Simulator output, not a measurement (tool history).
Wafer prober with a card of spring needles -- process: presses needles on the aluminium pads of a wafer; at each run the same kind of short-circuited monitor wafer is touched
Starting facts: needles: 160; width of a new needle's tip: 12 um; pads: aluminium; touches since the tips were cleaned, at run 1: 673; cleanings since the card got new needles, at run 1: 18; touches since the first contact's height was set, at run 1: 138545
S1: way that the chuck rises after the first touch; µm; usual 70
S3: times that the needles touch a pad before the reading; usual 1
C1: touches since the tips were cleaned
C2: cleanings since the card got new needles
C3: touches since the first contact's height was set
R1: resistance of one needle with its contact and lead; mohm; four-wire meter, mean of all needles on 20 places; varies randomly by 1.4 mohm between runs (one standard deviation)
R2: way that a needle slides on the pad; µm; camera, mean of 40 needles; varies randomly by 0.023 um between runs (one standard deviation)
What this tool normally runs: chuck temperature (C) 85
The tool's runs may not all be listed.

Run 1, hour 0.0: usual settings; C1 673; C2 18; C3 138545. Result: R1 114 mohm, R2 9.62 µm.
At hour 8.7: tips cleaned on abrasive film.
Run 2, hour 16.4: usual settings but S3 2; C1 5515; C2 19; C3 150177. Result: R1 116 mohm, R2 9.65 µm.
At hour 19.8: tips cleaned on abrasive film.
Run 3, hour 26.3: usual settings but S3 2; C1 4643; C2 20; C3 157162. Result: R1 116 mohm, R2 9.63 µm.
At hour 30.1: tips cleaned on abrasive film.
At hour 39.9: tips cleaned on abrasive film.
Run 4, hour 42.7: usual settings but S3 2; C1 2028; C2 22; C3 168748. Result: R1 115 mohm, R2 9.65 µm.
At hour 50.4: tips cleaned on abrasive film.
Run 5, hour 59.9: usual settings but S3 3; C1 6732; C2 23; C3 180888. Result: R1 114 mohm, R2 9.61 µm.
At hour 61.1: tips cleaned on abrasive film.
At hour 71.0: tips cleaned on abrasive film.
Run 6, hour 71.0: usual settings but S3 3; C1 0; C2 25; C3 188689. Result: R1 115 mohm, R2 9.60 µm.
At hour 74.5: height of the first contact set anew.
At hour 81.5: tips cleaned on abrasive film.
Run 7, hour 84.7: usual settings but S3 3; C1 2276; C2 26; C3 7169. Result: R1 117 mohm, R2 9.61 µm.
At hour 91.4: tips cleaned on abrasive film.
Run 8, hour 100.3: usual settings but S3 3; C1 6346; C2 27; C3 18203. Result: R1 116 mohm, R2 9.57 µm.
At hour 101.6: tips cleaned on abrasive film.
At hour 112.1: tips cleaned on abrasive film.
Run 9, hour 114.5: usual settings but S1 78 µm; C1 1727; C2 29; C3 28250. Result: R1 116 mohm, R2 10.66 µm.
At hour 122.2: tips cleaned on abrasive film.
Run 10, hour 123.7: usual settings but S1 78 µm, chuck temperature (C) 37, S3 2; C1 1117; C2 30; C3 34739. Result: R1 109 mohm, R2 10.73 µm.
At hour 132.0: tips cleaned on abrasive film.
Run 11, hour 136.4: usual settings but S1 57 µm, chuck temperature (C) 51, S3 2; C1 3160; C2 31; C3 43705. Result: R1 111 mohm, R2 7.83 µm.
At hour 141.6: tips cleaned on abrasive film.
At hour 152.4: tips cleaned on abrasive film.
Run 12, hour 152.4: usual settings but S1 57 µm, chuck temperature (C) 51, S3 3; C1 0; C2 33; C3 54941. Result: R1 112 mohm, R2 7.75 µm.
At hour 162.1: tips cleaned on abrasive film.
Run 13, hour 163.0: usual settings but S1 60 µm, chuck temperature (C) 51, S3 3; C1 660; C2 34; C3 62474. Result: R1 110 mohm, R2 8.22 µm.
At hour 171.7: tips cleaned on abrasive film.
Run 14, hour 179.3: usual settings but S1 86 µm, S3 3; C1 5402; C2 35; C3 74020. Result: R1 116 mohm, R2 11.68 µm.
At hour 181.7: tips cleaned on abrasive film.
At hour 191.4: tips cleaned on abrasive film.
Run 15, hour 194.4: usual settings but S1 86 µm, S3 3; C1 2156; C2 37; C3 84630. Result: R1 115 mohm, R2 11.78 µm.

What if the next run were any one of these 4? Each begins from the tool's condition after run 15:
At hour 201.3: tips cleaned on abrasive film.
At hour 211.3: tips cleaned on abrasive film.
Run A, hour 211.4: usual settings but S1 59 µm, chuck temperature (C) 28, S3 2; C1 82; C2 39; C3 96643. Result: R1 ?, R2 ?.
At hour 201.3: tips cleaned on abrasive film.
At hour 211.3: tips cleaned on abrasive film.
Run B, hour 211.4: usual settings but S1 50 µm, chuck temperature (C) 53; C1 82; C2 39; C3 96643. Result: R1 ?, R2 ?.
At hour 201.3: tips cleaned on abrasive film.
At hour 211.3: tips cleaned on abrasive film.
Run C, hour 211.4: usual settings but S1 86 µm, chuck temperature (C) 30, S3 2; C1 82; C2 39; C3 96643. Result: R1 ?, R2 ?.
At hour 201.3: tips cleaned on abrasive film.
At hour 211.3: tips cleaned on abrasive film.
Run D, hour 211.4: usual settings but S1 76 µm, chuck temperature (C) 90, S3 3; C1 82; C2 39; C3 96643. Result: R1 ?, R2 ?.

run   R1     R2
  A  108   8.02
  B  115   6.80
  C  107  11.71
  D  116  10.34
What these runs would have given with no unlogged condition in the tool:
run   R1     R2
  A  108   8.10
  B  115   6.87
  C  107  11.83
  D  116  10.45

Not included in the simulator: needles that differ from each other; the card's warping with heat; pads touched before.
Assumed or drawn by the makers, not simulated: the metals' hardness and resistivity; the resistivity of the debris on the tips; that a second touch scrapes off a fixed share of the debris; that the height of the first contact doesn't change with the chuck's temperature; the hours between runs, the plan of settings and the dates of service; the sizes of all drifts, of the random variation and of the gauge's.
